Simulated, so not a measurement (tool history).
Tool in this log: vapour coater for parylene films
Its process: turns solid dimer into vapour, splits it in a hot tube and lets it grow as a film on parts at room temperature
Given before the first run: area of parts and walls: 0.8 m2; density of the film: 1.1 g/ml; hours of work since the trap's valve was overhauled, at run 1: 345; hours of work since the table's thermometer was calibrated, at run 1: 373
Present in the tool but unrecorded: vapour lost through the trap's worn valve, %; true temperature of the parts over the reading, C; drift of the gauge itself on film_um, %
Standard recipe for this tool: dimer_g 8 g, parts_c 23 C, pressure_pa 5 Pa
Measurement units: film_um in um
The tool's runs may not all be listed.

| run | hour | dimer_g | parts_c | pressure_pa | hours of work since the trap's valve was overhauled | hours of work since the table's thermometer was calibrated | film_um |
|---|---|---|---|---|---|---|---|
| 1 | 0 | 8 | 23 | 5 | 345 | 373 | 6.63 |
| 2 | 44 | 8 | 23 | 5 | 367 | 394 | 6.58 |
|  | 77.8 | trap's valve overhauled |
| 3 | 99 | 8 | 23 | 5 | 10 | 419 | 6.43 |
| 4 | 126.9 | 11 | 23 | 5 | 24 | 433 | 8.91 |
| 5 | 156.5 | 8 | 23 | 5 | 38 | 447 | 6.45 |
| 6 | 216.8 | 8 | 23 | 5 | 68 | 477 | 6.4 |
| 7 | 244.9 | 8 | 23 | 9.08 | 81 | 490 | 5.55 |
|  | 258.7 | trap's valve overhauled, once more |
| 8 | 309.1 | 8 | 23 | 6.24 | 25 | 520 | 6.65 |
| 9 | 371.2 | 8 | 23 | 6.24 | 55 | 550 | 6.67 |
| 10 | 413.4 | 8 | 23 | 6.24 | 75 | 571 | 6.68 |
| 11 | 455.2 | 8 | 23 | 6.24 | 96 | 591 | 6.65 |
| 12 | 491.5 | 8 | 23 | 5 | 114 | 609 | 6.95 |
| 13 | 530.5 | 12 | 23 | 5 | 133 | 628 | 10.38 |
| 14 | 588.2 | 12 | 23 | 5 | 161 | 656 | 10.37 |
| 15 | 641.3 | 12 | 23 | 5 | 187 | 682 | 10.43 |
| 16 | 674.8 | 8 | 23 | 5 | 203 | 698 | 6.88 |
| 17 | 734.2 | 8 | 35 | 5 | 232 | 727 | 4.29 |
| 18 | 777.5 | 8 | 35 | 5 | 253 | 748 | 4.19 |
| 19 | 809.9 | 8 | 23 | 8.99 | 269 | 764 | 5.78 |
| 20 | 855.4 | 8 | 23 | 8.99 | 291 | 786 | 5.84 |
| 21 | 883.9 | 8 | 23 | 8.99 | 305 | 800 | 5.85 |
| 22 | 915.2 | 8 | 23 | 8.99 | 320 | 815 | 5.83 |
| 23 | 956.9 | 11 | 23 | 5 | 341 | 836 | 9.18 |
| 24 | 1005.3 | 8 | 23 | 5 | 364 | 859 | 6.63 |
|  | 1045.9 | trap's valve overhauled |
| 25 | 1054.7 | 8 | 15 | 4.98 | 4 | 881 | 8.77 |
| 26 | 1095.9 | 8 | 15 | 4.98 | 24 | 902 | 8.81 |
| 27 | 1139 | 8 | 23 | 8.21 | 45 | 923 | 6.17 |
| 28 | 1188.3 | 11 | 19 | 2.77 | 69 | 947 | 12.08 |
| 29 | 1242.1 | 4 | 27 | 11.95 | 96 | 973 | 2.4 |

For run 30, what comes out?
| 30 | 1302.3 | 11 | 33 | 5.01 | 125 | 1002 | ? |

Run 30 measured film_um 6.48 um.
If the tool had no hidden condition, the same run with the same run-to-run variation would have returned film_um 6.58 um.
